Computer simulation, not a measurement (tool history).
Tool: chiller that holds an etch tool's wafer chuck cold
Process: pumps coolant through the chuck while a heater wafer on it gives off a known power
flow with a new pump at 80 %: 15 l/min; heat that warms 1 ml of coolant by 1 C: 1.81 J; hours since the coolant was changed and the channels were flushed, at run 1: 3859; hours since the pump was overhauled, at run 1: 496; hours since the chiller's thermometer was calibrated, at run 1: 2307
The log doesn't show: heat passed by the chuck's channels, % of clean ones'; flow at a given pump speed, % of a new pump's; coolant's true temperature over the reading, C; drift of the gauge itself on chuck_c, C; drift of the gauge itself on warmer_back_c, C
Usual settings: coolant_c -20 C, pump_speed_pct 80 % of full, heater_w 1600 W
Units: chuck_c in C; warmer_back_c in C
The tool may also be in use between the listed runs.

run,hour,coolant_c,pump_speed_pct,heater_w,hours since the coolant was changed and the channels were flushed,hours since the pump was overhauled,hours since the chiller's thermometer was calibrated,chuck_c,warmer_back_c
1,0.0,-20,80,1600,3859,496,2307,-7.4,3.57
2,159.9,-20,80,1600,4018,656,2467,-7.5,3.55
3,288.1,-20,80,1066,4147,785,2595,-11.6,2.41
4,410.4,-20,80,1708,4269,907,2717,-6.5,3.86
5,578.9,-12,80,1600,4437,1075,2886,0.5,3.57
6,723.3,-20,80,1600,4582,1220,3030,-7.2,3.64
7,869.5,-20,80,1600,4728,1366,3176,-7.3,3.64
8,1019.3,-20,80,1600,4878,1516,3326,-7.3,3.69
# hour 1037.7: chiller's thermometer calibrated
9,1111.8,-20,80,1283,4969,1607,74,-9.7,2.94
10,1204.4,-20,80,1283,5062,1700,167,-9.6,2.95
11,1364.9,-20,80,1283,5222,1860,327,-9.7,2.91
12,1515.5,-20,80,1283,5373,2011,478,-9.6,2.92
13,1619.5,-20,93,970,5477,2115,582,-13.2,1.90
# hour 1678.7: coolant changed, channels flushed
# hour 1745.9: chiller's thermometer calibrated, once more
14,1778.4,-15,80,1600,99,2267,33,-2.8,3.73

Forecast run 15:
15,1869.2,-15,80,1600,190,2358,123,?,?

chuck_c: -3.0 C
warmer_back_c: 3.64 C
Without the tool's hidden state the same run would have given chuck_c -3.4 C, warmer_back_c 3.47 C.
